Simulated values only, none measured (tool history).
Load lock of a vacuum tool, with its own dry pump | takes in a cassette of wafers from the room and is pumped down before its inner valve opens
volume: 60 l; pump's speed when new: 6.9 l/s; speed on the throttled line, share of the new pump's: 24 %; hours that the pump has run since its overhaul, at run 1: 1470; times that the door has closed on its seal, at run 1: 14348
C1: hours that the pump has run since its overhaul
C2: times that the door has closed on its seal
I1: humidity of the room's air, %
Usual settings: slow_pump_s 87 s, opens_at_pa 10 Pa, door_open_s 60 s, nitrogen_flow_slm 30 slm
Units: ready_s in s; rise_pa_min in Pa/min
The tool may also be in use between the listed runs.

Run 1, hour 0.0: usual settings; C1 1470; C2 14348; I1 43.3. Result: ready_s 148.6 s, rise_pa_min 0.419 Pa/min.
Run 2, hour 88.2: usual settings; C1 1558; C2 14625; I1 42.9. Result: ready_s 149.2 s, rise_pa_min 0.427 Pa/min.
Run 3, hour 186.0: usual settings but door_open_s 109 s; C1 1656; C2 14932; I1 44.7. Result: ready_s 151.5 s, rise_pa_min 0.455 Pa/min.
Run 4, hour 326.7: usual settings but opens_at_pa 8 Pa; C1 1797; C2 15373; I1 43.8. Result: ready_s 151.4 s, rise_pa_min 0.450 Pa/min.
Run 5, hour 496.0: usual settings but opens_at_pa 8 Pa; C1 1966; C2 15905; I1 44.8. Result: ready_s 152.4 s, rise_pa_min 0.493 Pa/min.
Run 6, hour 650.8: usual settings but opens_at_pa 8 Pa; C1 2121; C2 16390; I1 43.9. Result: ready_s 151.9 s, rise_pa_min 0.516 Pa/min.
Run 7, hour 792.6: usual settings but opens_at_pa 8 Pa, nitrogen_flow_slm 8 slm; C1 2263; C2 16835; I1 44.8. Result: ready_s 152.0 s, rise_pa_min 0.537 Pa/min.
Run 8, hour 946.8: usual settings; C1 2417; C2 17319; I1 47.9. Result: ready_s 150.4 s, rise_pa_min 0.545 Pa/min.
Run 9, hour 1106.7: usual settings; C1 2577; C2 17821; I1 45.6. Result: ready_s 149.3 s, rise_pa_min 0.574 Pa/min.
Run 10, hour 1280.2: usual settings; C1 2750; C2 18365; I1 47.2. Result: ready_s 149.3 s, rise_pa_min 0.612 Pa/min.
Run 11, hour 1402.2: usual settings; C1 2872; C2 18748; I1 44.7. Result: ready_s 149.5 s, rise_pa_min 0.612 Pa/min.
Run 12, hour 1527.0: usual settings; C1 2997; C2 19140; I1 39.9. Result: ready_s 149.4 s, rise_pa_min 0.623 Pa/min.
Run 13, hour 1706.1: usual settings; C1 3176; C2 19702; I1 43.1. Result: ready_s 149.9 s, rise_pa_min 0.661 Pa/min.
Run 14, hour 1886.4: usual settings; C1 3357; C2 20267; I1 41.1. Result: ready_s 150.0 s, rise_pa_min 0.690 Pa/min.
Run 15, hour 2023.6: usual settings but nitrogen_flow_slm 22 slm; C1 3494; C2 20698; I1 41.4. Result: ready_s 148.7 s, rise_pa_min 0.711 Pa/min.
Run 16, hour 2180.8: usual settings but nitrogen_flow_slm 22 slm; C1 3651; C2 21191; I1 48.0. Result: ready_s 150.6 s, rise_pa_min 0.752 Pa/min.
At hour 2239.6: door's seal changed, seat wiped.
Run 17, hour 2287.3: usual settings; C1 3756; C2 150; I1 43.9. Result: ready_s 151.5 s, rise_pa_min 0.021 Pa/min.
Run 18, hour 2441.3: usual settings; C1 3910; C2 633; I1 45.4. Result: ready_s 151.0 s, rise_pa_min 0.031 Pa/min.
Run 19, hour 2649.8: usual settings; C1 4119; C2 1287; I1 44.4. Result: ready_s 150.1 s, rise_pa_min 0.037 Pa/min.
Run 20, hour 2780.1: usual settings but slow_pump_s 99 s, door_open_s 140 s, nitrogen_flow_slm 33 slm; C1 4249; C2 1696; I1 47.9. Result: ready_s 159.9 s, rise_pa_min 0.047 Pa/min.
Run 21, hour 2897.8: usual settings but slow_pump_s 127 s, opens_at_pa 12 Pa, door_open_s 162 s, nitrogen_flow_slm 33 slm; C1 4367; C2 2065; I1 42.0. Result: ready_s 178.9 s, rise_pa_min 0.055 Pa/min.
Run 22, hour 3085.5: usual settings but door_open_s 46 s; C1 4554; C2 2654; I1 46.7. Result: ready_s 151.2 s, rise_pa_min 0.058 Pa/min.
Run 23, hour 3249.6: usual settings but slow_pump_s 107 s, opens_at_pa 16 Pa, door_open_s 46 s, nitrogen_flow_slm 22 slm; C1 4718; C2 3169; I1 44.4. Result: ready_s 159.8 s, rise_pa_min 0.063 Pa/min.
Run 24, hour 3381.5: usual settings but slow_pump_s 54 s, opens_at_pa 13 Pa, door_open_s 156 s, nitrogen_flow_slm 10 slm; C1 4850; C2 3583; I1 43.3. Result: ready_s 123.8 s, rise_pa_min 0.097 Pa/min.
Run 25, hour 3537.0: usual settings but slow_pump_s 54 s, opens_at_pa 18 Pa, door_open_s 89 s, nitrogen_flow_slm 10 slm; C1 5006; C2 4071; I1 45.9. Result: ready_s 118.7 s, rise_pa_min 0.100 Pa/min.
Run 26, hour 3635.4: usual settings but slow_pump_s 47 s, opens_at_pa 16 Pa, door_open_s 172 s, nitrogen_flow_slm 14 slm; C1 5104; C2 4380; I1 49.6. Result: ready_s 116.0 s, rise_pa_min 0.116 Pa/min.
Run 27, hour 3776.7: usual settings but slow_pump_s 47 s, opens_at_pa 16 Pa, door_open_s 172 s, nitrogen_flow_slm 14 slm; C1 5245; C2 4823; I1 46.5. Result: ready_s 116.9 s, rise_pa_min 0.114 Pa/min.
Run 28, hour 3957.1: usual settings but slow_pump_s 47 s, opens_at_pa 16 Pa, door_open_s 172 s, nitrogen_flow_slm 14 slm; C1 5426; C2 5389; I1 47.4. Result: ready_s 114.7 s, rise_pa_min 0.130 Pa/min.
Run 29, hour 4079.6: usual settings but slow_pump_s 137 s, opens_at_pa 15 Pa, door_open_s 172 s, nitrogen_flow_slm 14 slm; C1 5548; C2 5773; I1 43.3. Result: ready_s 185.8 s, rise_pa_min 0.132 Pa/min.
Run 30, hour 4179.5: usual settings but slow_pump_s 137 s, opens_at_pa 15 Pa, door_open_s 172 s, nitrogen_flow_slm 14 slm; C1 5648; C2 6087; I1 44.4. Result: ready_s 182.2 s, rise_pa_min 0.148 Pa/min.
Run 31, hour 4358.2: usual settings but slow_pump_s 137 s, opens_at_pa 15 Pa, door_open_s 172 s, nitrogen_flow_slm 14 slm; C1 5827; C2 6648; I1 42.2. Result: ready_s 184.3 s, rise_pa_min 0.153 Pa/min.
Run 32, hour 4483.1: usual settings but slow_pump_s 137 s, opens_at_pa 15 Pa, door_open_s 172 s, nitrogen_flow_slm 14 slm; C1 5952; C2 7040; I1 46.7. Result: ready_s 183.3 s, rise_pa_min 0.167 Pa/min.
Run 33, hour 4591.9: usual settings but slow_pump_s 45 s, nitrogen_flow_slm 29 slm; C1 6061; C2 7381; I1 46.2. Result: ready_s 119.8 s, rise_pa_min 0.155 Pa/min.
Run 34, hour 4786.9: usual settings but slow_pump_s 45 s, nitrogen_flow_slm 29 slm; C1 6256; C2 7993; I1 41.9. Result: ready_s 120.5 s, rise_pa_min 0.169 Pa/min.
Run 35, hour 4967.9: usual settings but slow_pump_s 45 s, nitrogen_flow_slm 29 slm; C1 6437; C2 8561; I1 43.5. Result: ready_s 120.7 s, rise_pa_min 0.175 Pa/min.
Run 36, hour 5129.2: usual settings but slow_pump_s 45 s, nitrogen_flow_slm 29 slm; C1 6598; C2 9067; I1 45.2. Result: ready_s 120.1 s, rise_pa_min 0.196 Pa/min.
Run 37, hour 5293.8: usual settings but slow_pump_s 46 s, nitrogen_flow_slm 6 slm; C1 6762; C2 9583; I1 46.5. Result: ready_s 120.5 s, rise_pa_min 0.230 Pa/min.
Run 38, hour 5388.6: usual settings but slow_pump_s 129 s, opens_at_pa 17 Pa, door_open_s 31 s, nitrogen_flow_slm 21 slm; C1 6857; C2 9881; I1 42.7. Result: ready_s 178.1 s, rise_pa_min 0.214 Pa/min.

Measured less the same run without the tool's hidden state. The same run-to-run variation is in both; the gauge's scatter may not be:
The hidden state here: pump's speed, % of a new pump's; leak at the door's seal, Pa l/s; drift of the gauge itself on ready_s, %; drift of the gauge itself on rise_pa_min, %.
run  ready_s  rise_pa_min
  1     +1.4       +0.396
  2     +1.4       +0.404
  3     +1.5       +0.425
  4     +1.7       +0.429
  5     +1.7       +0.468
  6     +1.8       +0.486
  7     +2.0       +0.500
  8     +1.9       +0.521
  9     +2.0       +0.547
 10     +2.0       +0.584
 11     +2.0       +0.589
 12     +2.1       +0.607
 13     +2.2       +0.637
 14     +2.2       +0.668
 15     +2.5       +0.687
 16     +2.6       +0.721
 17     +2.5       +0.002
 18     +2.6       +0.007
 19     +2.7       +0.014
 20     +2.6       +0.020
 21     +2.3       +0.025
 22     +2.9       +0.032
 23     +2.4       +0.041
 24     +3.3       +0.048
 25     +3.2       +0.058
 26     +3.6       +0.063
 27     +3.7       +0.072
 28     +3.7       +0.084
 29     +2.7       +0.091
 30     +2.7       +0.099
 31     +2.8       +0.109
 32     +2.8       +0.120
 33     +4.2       +0.129
 34     +4.3       +0.143
 35     +4.4       +0.159
 36     +4.5       +0.170
 37     +4.6       +0.182
 38     +3.0       +0.194

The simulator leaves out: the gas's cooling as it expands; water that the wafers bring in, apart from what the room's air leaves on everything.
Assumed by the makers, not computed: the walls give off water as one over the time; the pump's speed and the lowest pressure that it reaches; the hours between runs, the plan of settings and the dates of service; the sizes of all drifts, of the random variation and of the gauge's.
